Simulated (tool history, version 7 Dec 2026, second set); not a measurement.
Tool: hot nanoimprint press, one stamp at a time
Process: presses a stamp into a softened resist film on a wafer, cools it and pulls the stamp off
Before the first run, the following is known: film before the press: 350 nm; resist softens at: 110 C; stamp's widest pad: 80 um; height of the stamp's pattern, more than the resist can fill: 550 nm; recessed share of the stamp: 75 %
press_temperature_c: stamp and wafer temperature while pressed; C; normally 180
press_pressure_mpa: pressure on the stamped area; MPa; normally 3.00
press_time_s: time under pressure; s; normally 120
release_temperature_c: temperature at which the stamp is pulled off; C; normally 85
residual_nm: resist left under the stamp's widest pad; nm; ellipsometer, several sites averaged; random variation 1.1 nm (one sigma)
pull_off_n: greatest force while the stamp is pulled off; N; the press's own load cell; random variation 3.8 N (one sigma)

run   hour  press_temperature_c  press_pressure_mpa  press_time_s  release_temperature_c  residual_nm  pull_off_n
  1    0.0                  180                3.00           120                     85        141.7         296
      10.0  -- stamp cleaned and given a new release coat
      31.7  -- plate thermocouple calibrated
  2   40.4                  180                3.00           120                     85        131.7         235
  3   67.5                  187                3.00           120                     85         93.5         236
  4  118.0                  180                3.00           120                     85        131.7         240
  5  156.2                  180                3.00           154                     85        115.9         241
  6  206.2                  180                3.00           154                     85        117.4         256
  7  251.1                  180                3.00           154                     85        116.6         265
     257.4  -- plate thermocouple calibrated, once more
  8  284.5                  180                2.54           120                     85        172.4         280
     310.0  -- press's hydraulic seals changed and the load cell set to zero
  9  314.9                  180                2.17           120                     85        179.8         279
 10  346.7                  180                2.17           120                     85        181.2         288
 11  387.2                  180                2.17           120                     85        176.9         292
 12  428.1                  180                3.00            85                     85        178.4         300
     438.6  -- stamp cleaned and given a new release coat
 13  482.1                  180                3.39            85                     85        168.8         245
 14  525.0                  180                3.39            85                     85        169.4         249
 15  546.5                  180                3.00           120                     73        155.6         269
 16  574.0                  174                4.10           137                     71        174.8         274
 17  616.4                  183                2.90           120                     85        135.1         262
 18  667.5                  180                3.00            88                     85        172.5         269
 19  700.6                  180                3.00            88                     85        172.4         275
 20  730.6                  173                1.88           120                     85        243.3         276
 21  782.2                  173                3.64           120                     81        195.6         294
 22  809.8                  173                3.64           165                     81        176.6         293

Estimate the outcome of run 23 from the log above:
 23  840.9                  173                3.64           165                     81            ?           ?

{"run 23": {"residual_nm": 173.4, "pull_off_n": 300}}
Had the tool carried no hidden state, the very same run would have given residual_nm 183.2 nm, pull_off_n 238 N.
